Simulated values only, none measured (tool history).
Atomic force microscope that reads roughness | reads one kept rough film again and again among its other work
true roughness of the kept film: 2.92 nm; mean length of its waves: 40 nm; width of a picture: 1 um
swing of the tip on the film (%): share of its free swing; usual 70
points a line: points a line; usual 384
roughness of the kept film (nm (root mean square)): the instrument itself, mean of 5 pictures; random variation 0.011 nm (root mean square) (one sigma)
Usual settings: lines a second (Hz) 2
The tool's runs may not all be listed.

run   hour  lines a second (Hz)  swing of the tip on the film (%)  points a line  roughness of the kept film (nm (root mean square))
  1      0                    2                                70            384                                               2.623
  2      7                    2                                70            384                                               2.641
  3   16.8                    2                                70            384                                               2.626
  4   27.8                    2                                70            384                                                2.63
  5   37.4                    2                                70            384                                                2.61
  6     51                    2                                70            384                                               2.618
  7     61                    2                                70            384                                               2.619
  8   73.9                    2                                70            384                                               2.625
  9   87.6                 2.44                                70            384                                               2.581
      96.1  -- new tip fitted
 10   97.5                 2.44                                70            384                                               2.595
 11  106.4                 2.44                                70            378                                               2.595
 12  112.4                    2                                89            384                                               2.392
 13  120.6                    2                                70            384                                               2.643
 14  130.2                    2                                70            384                                               2.626
 15  140.8                    2                                78            384                                               2.548
 16  153.7                    2                                70            322                                               2.622
 17  163.5                    2                                70            322                                               2.643
 18  175.4                    2                                70            322                                               2.583
 19  182.6                    2                                70            322                                               2.623
 20  189.9                    2                                70            322                                               2.632
 21  195.8                    2                                70            384                                               2.623
 22  204.9                    2                                70            384                                               2.633
     210.5  -- new tip fitted
 23  212.1                 2.08                                84            432                                               2.438
 24  224.8                 3.52                                88            313                                               2.135
 25    237                 2.23                                71            384                                               2.605
 26  246.3                 2.23                                71            384                                               2.607
 27  253.8                    2                                59            384                                               2.706
 28  259.8                    2                                59            384                                               2.721
 29  272.2                 1.16                                59            372                                                2.75
 30  278.8                 1.86                                59            777                                               2.724
 31    290                 1.86                                59            777                                               2.705
 32    299                 0.97                                90            604                                               2.587
 33  305.9                  0.6                                72            338                                               2.753
 34  320.2                    2                                59            384                                               2.724
     325.4  -- new tip fitted
 35  332.1                    2                                59            384                                               2.723
 36  344.5                 2.21                                68            478                                               2.627
 37  358.2                 0.63                                84            478                                                2.68
 38  370.5                 0.63                                84            478                                               2.692
 39    381                 1.26                                70            802                                               2.695
 40    393                    2                                77            502                                               2.561
 41  400.1                    2                                77            540                                                2.56
 42    414                    2                                77            540                                               2.581
 43  423.6                  0.9                                77            263                                                2.67

4 ways to go on from here, each from the tool as it stands after run 43. What would each give?
  A   431                  0.9                                71            263                                                   ?
  B   431                  0.9                                65            412                                                   ?
  C   431                 1.65                                70            291                                                   ?
  D   431                 1.29                                57            446                                                   ?

run  roughness of the kept film (nm (root mean square))
  A                                               2.719
  B                                                2.77
  C                                               2.661
  D                                               2.755
Without the tool's hidden state the same runs would have given:
run  roughness of the kept film (nm (root mean square))
  A                                               2.724
  B                                               2.775
  C                                               2.665
  D                                                2.76

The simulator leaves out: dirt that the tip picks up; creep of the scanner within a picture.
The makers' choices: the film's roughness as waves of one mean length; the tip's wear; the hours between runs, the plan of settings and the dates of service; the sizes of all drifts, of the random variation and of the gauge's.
